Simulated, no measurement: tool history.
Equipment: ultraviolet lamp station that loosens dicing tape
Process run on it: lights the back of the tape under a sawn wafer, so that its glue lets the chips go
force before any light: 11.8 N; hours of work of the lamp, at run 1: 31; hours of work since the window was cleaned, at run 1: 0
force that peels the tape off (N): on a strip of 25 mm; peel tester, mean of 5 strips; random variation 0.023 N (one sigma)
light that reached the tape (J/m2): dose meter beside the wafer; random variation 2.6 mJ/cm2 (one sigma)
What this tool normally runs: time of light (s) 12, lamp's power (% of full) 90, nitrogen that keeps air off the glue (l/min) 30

run	hour	time of light (s)	lamp's power (% of full)	nitrogen that keeps air off the glue (l/min)	hours of work of the lamp	hours of work since the window was cleaned	force that peels the tape off (N)	light that reached the tape (J/m2)
1	0.0	12	90	30	31	0	1.134	3180
2	90.2	12	90	37	85	54	1.099	3110
3	140.0	12	90	10	116	85	2.213	3060
4	191.1	12	90	25	146	115	1.336	2970
5	253.5	12	90	25	184	153	1.495	2920
6	348.3	12	90	30	241	210	1.429	2890
7	414.7	12	90	30	281	250	1.455	2760
8	464.9	12	90	30	312	281	1.556	2710
9	547.9	12	90	30	362	331	1.596	2640
# hour 557.5: window cleaned of glue's vapour
10	605.8	22	90	30	396	29	0.619	4340
11	691.2	12	90	30	448	81	2.130	2270
12	762.2	12	74	30	491	123	2.931	1830
13	832.0	12	90	29	533	166	2.324	2170
14	872.8	12	90	29	557	190	2.408	2110
15	933.9	12	90	29	594	227	2.623	2040
16	978.4	12	90	29	621	254	2.669	2050
# hour 1022.5: window cleaned of glue's vapour, once more
17	1068.9	12	90	29	675	28	1.402	2870
18	1152.2	12	90	30	726	78	1.469	2810
19	1246.3	12	86	30	783	135	1.615	2610
20	1345.9	12	65	30	843	195	2.761	1890
21	1424.4	12	90	30	890	243	1.697	2560
22	1520.8	20	75	30	948	301	0.989	3420
# hour 1584.7: window cleaned of glue's vapour
23	1608.3	20	75	30	1001	14	0.799	3830
24	1698.6	20	75	30	1055	69	0.855	3650
25	1779.1	11	86	22	1104	117	2.366	2260
26	1837.1	11	90	21	1139	152	2.357	2330
27	1937.3	11	90	21	1199	213	2.468	2230
28	2005.1	9	90	42	1240	254	2.740	1780
29	2070.3	13	90	11	1279	293	2.782	2460
30	2135.7	13	72	11	1319	332	3.596	1960
# hour 2143.4: window cleaned of glue's vapour
31	2198.0	14	66	15	1356	33	2.850	2180
32	2249.7	10	66	31	1387	64	3.600	1540
33	2335.7	8	76	14	1439	116	5.022	1400
34	2423.1	8	76	14	1492	169	5.155	1360
35	2492.1	8	76	14	1534	210	5.134	1300
36	2551.9	8	76	14	1570	246	5.413	1280
37	2642.7	8	64	56	1625	301	4.809	1060
# hour 2700.7: window cleaned of glue's vapour
38	2711.1	8	64	56	1666	6	4.264	1170
39	2801.4	24	64	16	1720	61	1.367	3430
40	2845.1	24	64	16	1746	87	1.375	3380
41	2915.0	18	64	16	1789	129	2.342	2460
# hour 3003.7: lamp changed
42	3010.7	18	64	9	4	186	2.094	3160

Measured result minus the same run's result without the hidden state. Both carry the same run-to-run variation, though not necessarily the same gauge scatter:
What the log doesn't record here: lamp's light, % of a new lamp's; light that the window lets through, % of a clean one's; drift of the gauge itself on peel_n, %; drift of the gauge itself on dose_mj_cm2, %.
run	force that peels the tape off (N)	light that reached the tape (J/m2)
1	+0.023	-40
2	+0.086	-130
3	+0.196	-180
4	+0.177	-230
5	+0.251	-300
6	+0.313	-380
7	+0.366	-440
8	+0.432	-490
9	+0.512	-590
10	+0.267	-1590
11	+1.007	-950
12	+1.317	-840
13	+1.210	-1080
14	+1.279	-1110
15	+1.450	-1180
16	+1.510	-1240
17	+0.272	-330
18	+0.349	-420
19	+0.450	-480
20	+0.747	-440
21	+0.612	-690
22	+0.431	-1080
23	+0.226	-670
24	+0.281	-770
25	+0.728	-560
26	+0.794	-640
27	+0.928	-740
28	+1.063	-640
29	+1.162	-990
30	+1.364	-850
31	+0.809	-550
32	+0.973	-420
33	+1.191	-440
34	+1.332	-470
35	+1.405	-520
36	+1.561	-540
37	+1.654	-500
38	+1.096	-350
39	+0.618	-1180
40	+0.645	-1230
41	+1.032	-990
42	+0.294	-290
